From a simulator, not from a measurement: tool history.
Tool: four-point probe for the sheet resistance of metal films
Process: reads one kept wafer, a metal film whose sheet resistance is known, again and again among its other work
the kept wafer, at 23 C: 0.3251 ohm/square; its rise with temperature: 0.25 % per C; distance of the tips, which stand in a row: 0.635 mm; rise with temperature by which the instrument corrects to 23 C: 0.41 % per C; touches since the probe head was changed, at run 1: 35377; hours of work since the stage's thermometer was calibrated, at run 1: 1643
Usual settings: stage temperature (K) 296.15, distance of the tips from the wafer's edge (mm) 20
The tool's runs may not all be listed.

| run | hour | stage temperature (K) | distance of the tips from the wafer's edge (mm) | touches since the probe head was changed | hours of work since the stage's thermometer was calibrated | sheet resistance as the instrument gives it (ohm/square) |
|---|---|---|---|---|---|---|
| 1 | 0 | 296.15 | 20 | 35377 | 1643 | 0.324148 |
| 2 | 43.6 | 296.15 | 20 | 36697 | 1663 | 0.324127 |
| 3 | 73.7 | 294.15 | 20 | 37608 | 1677 | 0.325189 |
| 4 | 93.8 | 294.15 | 20 | 38216 | 1686 | 0.325252 |
|  | 98 | stage's thermometer calibrated |
| 5 | 130.2 | 296.15 | 20 | 39303 | 15 | 0.324171 |
| 6 | 153 | 300.15 | 10 | 39991 | 25 | 0.322685 |
| 7 | 180.8 | 296.15 | 44 | 40834 | 38 | 0.324015 |
| 8 | 222.5 | 299.15 | 59 | 42094 | 57 | 0.322463 |
| 9 | 259.3 | 301.15 | 38 | 43210 | 74 | 0.321411 |

Run 10 comes next. What will it give?
| 10 | 293.6 | 303.15 | 49 | 44248 | 89 | ? |

sheet resistance as the instrument gives it (ohm/square): 0.320293
Without the tool's hidden state the same run would have given sheet resistance as the instrument gives it (ohm/square) 0.321482.
